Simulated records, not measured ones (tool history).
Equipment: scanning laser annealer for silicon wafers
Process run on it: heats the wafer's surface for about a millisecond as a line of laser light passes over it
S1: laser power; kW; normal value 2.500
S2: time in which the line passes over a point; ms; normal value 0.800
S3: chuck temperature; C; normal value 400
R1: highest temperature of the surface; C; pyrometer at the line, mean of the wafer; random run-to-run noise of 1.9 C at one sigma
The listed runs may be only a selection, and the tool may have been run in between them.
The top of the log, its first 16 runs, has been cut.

Run 17, hour 103.4: usual settings. Result: R1 1147 C.
Run 18, hour 110.8: usual settings but S1 2.663 kW. Result: R1 1191 C.
Run 19, hour 116.3: usual settings but S1 2.663 kW. Result: R1 1190 C.
Run 20, hour 122.4: usual settings but S2 0.776 ms, S3 410 C. Result: R1 1142 C.
Run 21, hour 129.0: usual settings but S2 0.776 ms, S3 410 C. Result: R1 1141 C.
Run 22, hour 137.0: usual settings but S1 2.642 kW, S2 0.573 ms, S3 379 C. Result: R1 1028 C.
Run 23, hour 141.7: usual settings but S1 2.444 kW, S2 0.657 ms, S3 360 C. Result: R1 1012 C.
Run 24, hour 148.9: usual settings but S1 2.333 kW, S2 0.811 ms, S3 436 C. Result: R1 1137 C.
Run 25, hour 153.3: usual settings but S1 2.432 kW, S2 0.585 ms, S3 414 C. Result: R1 1020 C.
Run 26, hour 158.7: usual settings but S1 2.552 kW, S3 361 C. Result: R1 1117 C.
Run 27, hour 167.3: usual settings but S1 2.552 kW, S3 361 C. Result: R1 1118 C.
Run 28, hour 172.2: usual settings but S1 2.552 kW, S3 361 C. Result: R1 1117 C.
Run 29, hour 179.7: usual settings but S1 2.443 kW, S2 0.597 ms, S3 422 C. Result: R1 1038 C.
Run 30, hour 186.6: usual settings but S1 2.443 kW, S2 0.597 ms, S3 422 C. Result: R1 1041 C.
Run 31, hour 195.3: usual settings but S1 2.203 kW, S2 0.723 ms, S3 422 C. Result: R1 1046 C.
Run 32, hour 203.2: usual settings but S1 2.276 kW, S2 0.811 ms. Result: R1 1085 C.
Run 33, hour 207.5: usual settings but S1 2.581 kW, S2 0.585 ms, S3 391 C. Result: R1 1030 C.
Run 34, hour 212.9: usual settings but S1 2.581 kW, S2 0.585 ms, S3 391 C. Result: R1 1030 C.
Run 35, hour 217.5: usual settings but S1 2.408 kW, S2 0.585 ms, S3 425 C. Result: R1 1023 C.

Branching from run 35: 4 alternative next runs. What would each branch give?
Run A, hour 224.5: usual settings but S3 416 C. Result: R1 ?.
Run B, hour 224.5: usual settings but S1 2.512 kW, S2 0.631 ms, S3 425 C. Result: R1 ?.
Run C, hour 224.5: usual settings but S1 2.592 kW, S2 0.585 ms, S3 425 C. Result: R1 ?.
Run D, hour 224.5: usual settings but S1 2.380 kW, S2 0.959 ms, S3 405 C. Result: R1 ?.

run    R1
  A  1160
  B  1074
  C  1066
  D  1191
Stripped of hidden state, with their random variation kept, the same runs would have yielded:
run    R1
  A  1188
  B  1098
  C  1090
  D  1221
